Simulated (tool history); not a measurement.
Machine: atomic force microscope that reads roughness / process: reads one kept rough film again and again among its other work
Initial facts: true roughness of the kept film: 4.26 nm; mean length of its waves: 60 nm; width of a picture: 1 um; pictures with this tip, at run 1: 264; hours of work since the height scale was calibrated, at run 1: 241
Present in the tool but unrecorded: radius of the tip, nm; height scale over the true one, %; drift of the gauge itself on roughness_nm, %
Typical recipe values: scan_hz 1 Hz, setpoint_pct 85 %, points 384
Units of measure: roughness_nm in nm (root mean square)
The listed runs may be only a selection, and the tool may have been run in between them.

| run | hour | scan_hz | setpoint_pct | points | pictures with this tip | hours of work since the height scale was calibrated | roughness_nm |
|---|---|---|---|---|---|---|---|
| 1 | 0 | 1 | 85 | 384 | 264 | 241 | 3.258 |
|  | 2.8 | new tip fitted |
| 2 | 6.8 | 1 | 85 | 324 | 7 | 245 | 3.599 |
| 3 | 16.1 | 1 | 85 | 324 | 23 | 251 | 3.554 |
| 4 | 22 | 1 | 85 | 324 | 33 | 255 | 3.579 |
| 5 | 30.8 | 1 | 85 | 324 | 48 | 260 | 3.547 |
| 6 | 40.4 | 1 | 85 | 324 | 64 | 266 | 3.508 |
| 7 | 45.9 | 1 | 85 | 267 | 74 | 270 | 3.482 |
| 8 | 55.4 | 1 | 85 | 267 | 90 | 276 | 3.49 |
|  | 57.2 | height scale calibrated on a step standard |
| 9 | 63.5 | 1 | 85 | 267 | 102 | 4 | 3.463 |
| 10 | 72 | 1 | 85 | 267 | 117 | 9 | 3.442 |
| 11 | 77.5 | 0.58 | 59 | 384 | 126 | 13 | 3.807 |
| 12 | 82.2 | 1.75 | 57 | 599 | 134 | 16 | 3.723 |
| 13 | 91.2 | 1.75 | 57 | 599 | 149 | 21 | 3.677 |
| 14 | 99.6 | 1.17 | 61 | 299 | 164 | 27 | 3.649 |
| 15 | 108.3 | 1.11 | 85 | 526 | 178 | 32 | 3.346 |
| 16 | 113.3 | 0.9 | 87 | 612 | 187 | 35 | 3.354 |
|  | 116.8 | height scale calibrated on a step standard, once more |
| 17 | 120.7 | 0.57 | 66 | 284 | 198 | 2 | 3.676 |

5 options for the next run, each taken on its own from the tool as it stands now. Forecast them:
| A | 126.8 | 1 | 62 | 384 | 208 | 6 | ? |
| B | 126.8 | 1.03 | 66 | 430 | 208 | 6 | ? |
| C | 126.8 | 2.63 | 85 | 321 | 208 | 6 | ? |
| D | 126.8 | 1 | 82 | 348 | 208 | 6 | ? |
| E | 126.8 | 1.16 | 57 | 384 | 208 | 6 | ? |

| run | roughness_nm |
|---|---|
| A | 3.634 |
| B | 3.624 |
| C | 2.798 |
| D | 3.422 |
| E | 3.641 |
The same runs, with their run-to-run variation unchanged, on a tool lacking any hidden condition would have given:
| run | roughness_nm |
|---|---|
| A | 3.954 |
| B | 3.942 |
| C | 3.045 |
| D | 3.723 |
| E | 3.961 |

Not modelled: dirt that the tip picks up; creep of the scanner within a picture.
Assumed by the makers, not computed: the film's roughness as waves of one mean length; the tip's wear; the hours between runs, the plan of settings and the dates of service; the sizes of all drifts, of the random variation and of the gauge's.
